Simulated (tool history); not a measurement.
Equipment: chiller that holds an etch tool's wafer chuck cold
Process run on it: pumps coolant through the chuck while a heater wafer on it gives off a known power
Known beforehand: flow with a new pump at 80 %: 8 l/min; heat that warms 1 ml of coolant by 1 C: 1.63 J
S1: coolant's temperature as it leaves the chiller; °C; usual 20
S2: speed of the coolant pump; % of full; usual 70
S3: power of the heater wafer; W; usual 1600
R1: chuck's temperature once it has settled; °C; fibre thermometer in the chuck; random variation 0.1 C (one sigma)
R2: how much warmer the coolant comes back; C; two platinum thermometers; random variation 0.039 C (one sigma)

run   hour  S1  S2    S3    R1     R2
  1      0  20  70  1600  33.5    8.4
  2     99  20  70  1600  33.4   8.39
  3  162.9  20  93  1600  31.3   6.34
  4  227.7  20  93  1600  31.4   6.47
  5  329.8  20  93  1600  31.2   6.38
  6  428.9  20  70  1600  33.4   8.49
     451.6  -- coolant changed, channels flushed
  7  534.6  20  70  1600  33.5   8.46
  8  617.1  20  70  1600  33.6   8.42
  9  716.8  20  65  1098  29.6    6.3
 10    774  20  70  2149  38.1  11.36
 11    842  19  92  1600  30.3   6.53
 12  934.8  16  70  1065  25.1   5.75

Forecast each of these 4 alternatives for the next run:
  A  985.3  13  76  1600   ?   ?
  B  985.3  25  70   909   ?   ?
  C  985.3  19  66  1216   ?   ?
  D  985.3  19  78  2291   ?   ?

run    R1     R2
  A  25.9   7.88
  B  32.6   4.91
  C  29.7   6.87
  D  37.1  11.01
The same runs, with their run-to-run variation unchanged, on a tool lacking any hidden condition would have given:
run    R1     R2
  A  25.9    7.7
  B  32.6   4.73
  C  29.7   6.69
  D    37  10.83
